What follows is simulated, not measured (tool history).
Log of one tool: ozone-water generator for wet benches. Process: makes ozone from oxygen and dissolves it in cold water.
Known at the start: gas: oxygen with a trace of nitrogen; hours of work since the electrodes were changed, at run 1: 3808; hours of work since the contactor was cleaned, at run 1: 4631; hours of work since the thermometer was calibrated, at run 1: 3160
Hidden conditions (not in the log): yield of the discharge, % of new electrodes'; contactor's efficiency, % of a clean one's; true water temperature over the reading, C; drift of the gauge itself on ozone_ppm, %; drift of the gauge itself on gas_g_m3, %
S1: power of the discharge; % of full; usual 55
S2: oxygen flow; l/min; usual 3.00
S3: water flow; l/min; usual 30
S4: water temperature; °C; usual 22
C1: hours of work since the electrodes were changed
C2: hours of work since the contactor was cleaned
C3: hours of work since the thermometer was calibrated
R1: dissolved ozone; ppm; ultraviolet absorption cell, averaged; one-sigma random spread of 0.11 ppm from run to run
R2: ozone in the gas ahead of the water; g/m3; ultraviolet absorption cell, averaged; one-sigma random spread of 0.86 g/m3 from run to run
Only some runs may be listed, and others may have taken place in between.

Run 1, day 0.000: usual settings; C1 3808; C2 4631; C3 3160. Result: R1 7.8 ppm, R2 132.1 g/m3.
Run 2, day 2.875: usual settings; C1 3851; C2 4673; C3 3203. Result: R1 7.6 ppm, R2 131.1 g/m3.
Run 3, day 8.262: usual settings but S4 30 °C; C1 3931; C2 4753; C3 3282. Result: R1 7.3 ppm, R2 131.2 g/m3.
Run 4, day 13.612: usual settings but S3 27 l/min; C1 4010; C2 4833; C3 3362. Result: R1 8.3 ppm, R2 130.6 g/m3.
Run 5, day 20.188: usual settings; C1 4108; C2 4930; C3 3459. Result: R1 7.5 ppm, R2 130.8 g/m3.
Run 6, day 23.183: usual settings; C1 4152; C2 4974; C3 3504. Result: R1 7.5 ppm, R2 129.8 g/m3.
Run 7, day 29.929: usual settings; C1 4252; C2 5074; C3 3604. Result: R1 7.6 ppm, R2 129.2 g/m3.
Run 8, day 33.742: usual settings; C1 4309; C2 5131; C3 3660. Result: R1 7.3 ppm, R2 129.6 g/m3.
Run 9, day 39.396: usual settings; C1 4392; C2 5215; C3 3744. Result: R1 7.3 ppm, R2 129.2 g/m3.
Run 10, day 45.558: usual settings but S1 40 % of full, S3 26 l/min, S4 25 °C; C1 4484; C2 5306; C3 3835. Result: R1 6.6 ppm, R2 103.8 g/m3.
At day 48.071: contactor cleaned.
Run 11, day 48.842: usual settings but S4 19 °C; C1 4530; C2 11; C3 3882. Result: R1 8.1 ppm, R2 129.0 g/m3.
Run 12, day 55.542: usual settings but S1 48 % of full, S4 19 °C; C1 4629; C2 111; C3 3981. Result: R1 7.4 ppm, R2 117.6 g/m3.
Run 13, day 58.850: usual settings but S2 2.60 l/min, S4 19 °C; C1 4678; C2 160; C3 4030. Result: R1 7.9 ppm, R2 138.6 g/m3.
Run 14, day 61.671: usual settings but S1 46 % of full, S2 2.79 l/min; C1 4720; C2 202; C3 4072. Result: R1 6.8 ppm, R2 118.9 g/m3.
Run 15, day 68.262: usual settings but S1 50 % of full, S2 2.79 l/min, S3 35 l/min; C1 4818; C2 299; C3 4170. Result: R1 6.3 ppm, R2 124.8 g/m3.
Run 16, day 72.158: usual settings but S1 50 % of full, S2 2.57 l/min, S3 23 l/min; C1 4876; C2 357; C3 4227. Result: R1 8.9 ppm, R2 129.7 g/m3.
Run 17, day 76.850: usual settings but S3 19 l/min, S4 27 °C; C1 4945; C2 427; C3 4297. Result: R1 10.5 ppm, R2 130.8 g/m3.

5 ways to go on from here, each from the tool as it stands after run 17. What would each give?
Run A, day 82.812: usual settings but S2 4.92 l/min, S3 24 l/min, S4 27 °C; C1 5034; C2 515; C3 4385. Result: R1 ?, R2 ?.
Run B, day 82.812: usual settings but S1 43 % of full, S2 1.66 l/min, S4 19 °C; C1 5034; C2 515; C3 4385. Result: R1 ?, R2 ?.
Run C, day 82.812: usual settings but S3 19 l/min, S4 25 °C; C1 5034; C2 515; C3 4385. Result: R1 ?, R2 ?.
Run D, day 82.812: usual settings but S3 21 l/min; C1 5034; C2 515; C3 4385. Result: R1 ?, R2 ?.
Run E, day 82.812: usual settings but S1 57 % of full, S3 46 l/min; C1 5034; C2 515; C3 4385. Result: R1 ?, R2 ?.

run    R1     R2
  A   9.3   99.1
  B   5.7  147.3
  C  10.9  127.9
  D  10.3  128.5
  E   5.3  130.7
Stripped of hidden state, with their random variation kept, the same runs would have yielded:
run    R1     R2
  A  10.3  108.8
  B   6.2  158.8
  C  12.1  140.5
  D  11.4  141.1
  E   5.9  144.0

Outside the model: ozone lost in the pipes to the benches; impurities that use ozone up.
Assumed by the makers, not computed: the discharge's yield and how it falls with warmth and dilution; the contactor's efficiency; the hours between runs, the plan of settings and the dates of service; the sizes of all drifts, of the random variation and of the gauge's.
